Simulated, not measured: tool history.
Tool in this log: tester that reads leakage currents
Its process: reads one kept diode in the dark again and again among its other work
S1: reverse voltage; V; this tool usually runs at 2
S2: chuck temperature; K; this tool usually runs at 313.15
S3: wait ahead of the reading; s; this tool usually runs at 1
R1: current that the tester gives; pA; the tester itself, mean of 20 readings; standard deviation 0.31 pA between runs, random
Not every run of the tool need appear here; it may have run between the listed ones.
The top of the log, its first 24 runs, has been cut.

| run | day | S1 | S2 | S3 | R1 |
|---|---|---|---|---|---|
| 25 | 180.746 | 1.95 | 313.15 | 9.31 | 102.89 |
| 26 | 189.304 | 13.5 | 296.15 | 0.59 | 116.05 |
| 27 | 195.862 | 2 | 313.15 | 5 | 105.26 |
| 28 | 203.975 | 11.78 | 328.15 | 5 | 681.69 |
| 29 | 212.117 | 11.78 | 328.15 | 5 | 684.62 |
|  | 219.738 | probe card cleaned and baked |
| 30 | 222.504 | 2.36 | 295.15 | 4.18 | 30.08 |
| 31 | 231.362 | 1.73 | 300.15 | 2.21 | 37.41 |
|  | 239.238 | chuck's temperature calibrated |
| 32 | 240.812 | 2 | 313.15 | 9.28 | 102.47 |
| 33 | 245.925 | 2 | 313.15 | 9.28 | 103.08 |
| 34 | 253.658 | 2 | 313.15 | 9.28 | 103.35 |
| 35 | 262.062 | 2 | 313.15 | 9.28 | 102.6 |
| 36 | 272.729 | 2 | 313.15 | 9.28 | 102.61 |
| 37 | 280.858 | 2 | 313.15 | 9.28 | 103.28 |
| 38 | 287.779 | 3.16 | 300.15 | 3.66 | 55.23 |
| 39 | 295.017 | 10.58 | 300.15 | 1.74 | 111.85 |
| 40 | 305.771 | 3.05 | 313.15 | 0.81 | 129.09 |

3 ways to go on from here, each from the tool as it stands after run 40. What would each give?
| A | 313.279 | 1.06 | 318.15 | 0.81 | ? |
| B | 313.279 | 1.8 | 319.15 | 1.15 | ? |
| C | 313.279 | 5.36 | 295.15 | 7.64 | ? |

| run | R1 |
|---|---|
| A | 101.33 |
| B | 143 |
| C | 56.17 |
Take away the tool's hidden state, keep each run's random variation, and the runs would have read:
| run | R1 |
|---|---|
| A | 101.61 |
| B | 142.8 |
| C | 47.22 |
